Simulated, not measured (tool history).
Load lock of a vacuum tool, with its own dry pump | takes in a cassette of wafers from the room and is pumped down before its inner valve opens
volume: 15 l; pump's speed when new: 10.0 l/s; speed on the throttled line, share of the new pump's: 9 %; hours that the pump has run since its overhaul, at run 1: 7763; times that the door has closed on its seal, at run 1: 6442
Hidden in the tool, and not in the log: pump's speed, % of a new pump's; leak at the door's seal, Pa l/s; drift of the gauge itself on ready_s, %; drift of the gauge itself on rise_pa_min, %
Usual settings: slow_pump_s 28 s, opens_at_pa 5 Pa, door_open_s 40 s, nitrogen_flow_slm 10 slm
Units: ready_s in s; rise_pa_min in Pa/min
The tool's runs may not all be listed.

run    hour  slow_pump_s  opens_at_pa  door_open_s  nitrogen_flow_slm  hours that the pump has run since its overhaul  times that the door has closed on its seal  incoming humidity of the room's air, %  ready_s  rise_pa_min
  1     0.0           28            5           40                 10                                            7763                                        6442                                    43.9     41.0        0.077
  2   201.2           28            5           40                 10                                            7964                                        6777                                    43.8     41.1        0.074
  3   299.1           28            5           40                 10                                            8062                                        6940                                    44.0     41.1        0.068
  4   502.4           28            5           40                 10                                            8265                                        7278                                    46.0     41.1        0.075
  5   714.2           28            5           40                 10                                            8477                                        7631                                    42.0     41.1        0.073
  6   812.1           28            5           40                 10                                            8575                                        7794                                    40.7     41.2        0.073
  7   898.4           28            5           40                 10                                            8661                                        7938                                    46.5     41.0        0.075
  8   989.6           28            5           40                 10                                            8753                                        8089                                    41.9     41.0        0.070
  9  1165.6           28            5          130                 10                                            8929                                        8382                                    48.2     41.1        0.115
 10  1266.3           28            5           40                 22                                            9029                                        8550                                    46.5     41.2        0.061
 11  1408.4           28            5           40                 22                                            9171                                        8787                                    48.4     41.2        0.068
 12  1541.1           28            5           40                 22                                            9304                                        9008                                    46.4     41.0        0.066
 13  1651.7           28            5           40                 22                                            9415                                        9192                                    45.5     41.1        0.063
 14  1851.1           28            5           40                 22                                            9614                                        9524                                    45.4     41.1        0.062
 15  2032.7           28            5           40                 10                                            9796                                        9826                                    48.5     41.5        0.077
 16  2173.3           28            5           40                 10                                            9936                                       10060                                    44.4     41.1        0.075
 17  2266.7           28            5           40                 10                                           10030                                       10216                                    42.1     41.1        0.074
 18  2440.0           28            5           40                 10                                           10203                                       10505                                    42.1     41.4        0.073
 19  2540.9           28            5           40                 10                                           10304                                       10672                                    50.0     41.3        0.081
 20  2735.7           28            5           40                 10                                           10499                                       10997                                    45.3     41.5        0.080
 21  2888.2           19            5           40                 13                                           10651                                       11251                                    45.0     32.9        0.076
 22  3062.8           19            5           40                 13                                           10826                                       11541                                    48.3     33.2        0.080
 23  3199.5           19            5           40                 13                                           10963                                       11769                                    45.2     33.4        0.076
 24  3348.9           19            5           40                 13                                           11112                                       12018                                    40.9     33.2        0.073
 25  3510.6           19            5           40                 13                                           11274                                       12287                                    43.2     33.5        0.075
 26  3648.9           19            6           73                 13                                           11412                                       12517                                    41.3     32.9        0.087
 27  3751.7           21            5           88                 10                                           11515                                       12689                                    41.8     35.1        0.097
 28  3927.3           21           10           88                 10                                           11690                                       12981                                    49.1     33.9        0.103
 29  4048.6           21           10           88                 10                                           11812                                       13183                                    43.4     33.9        0.101
 30  4243.3           49            5           29                 12                                           12006                                       13507                                    43.4     60.3        0.077
 31  4359.2           49            5           29                 12                                           12122                                       13700                                    46.1     60.6        0.080
 32  4461.4           30            6          123                  7                                           12224                                       13870                                    46.8     42.9        0.123
 33  4646.8           18            5          123                 22                                           12410                                       14179                                    45.7     32.7        0.097
 34  4749.0           52            6          176                  6                                           12512                                       14349                                    47.4     62.7        0.139
 35  4926.6           52            6          176                  6                                           12690                                       14645                                    47.3     62.8        0.139
 36  5117.7           52            6          176                  6                                           12881                                       14963                                    43.6     62.7        0.133
 37  5230.7           32            6          190                  6                                           12994                                       15151                                    45.0     44.9        0.138
 38  5375.3           28            5           40                 23                                           13138                                       15392                                    46.7     41.7        0.069

Some steps in ready_s between neighbouring runs. How much of each would the tool show without its hidden state too (settings, what came in, random variation), and how much is left for the hidden state, with any gauge scatter that isn't in both results?
Run 29 -> 30: slow_pump_s 21 -> 49, opens_at_pa 10 -> 5, door_open_s 88 -> 29, nitrogen_flow_slm 10 -> 12. ready_s +26.4 s: hidden state +0.0, all else +26.4.
Run 32 -> 33: slow_pump_s 30 -> 18, opens_at_pa 6 -> 5, nitrogen_flow_slm 7 -> 22. ready_s -10.2 s: hidden state +0.2, all else -10.4.
Run 33 -> 34: slow_pump_s 18 -> 52, opens_at_pa 5 -> 6, door_open_s 123 -> 176, nitrogen_flow_slm 22 -> 6. ready_s +30.0 s: hidden state -0.3, all else +30.3.
Run 36 -> 37: slow_pump_s 52 -> 32, door_open_s 176 -> 190. ready_s -17.8 s: hidden state +0.2, all else -18.0.
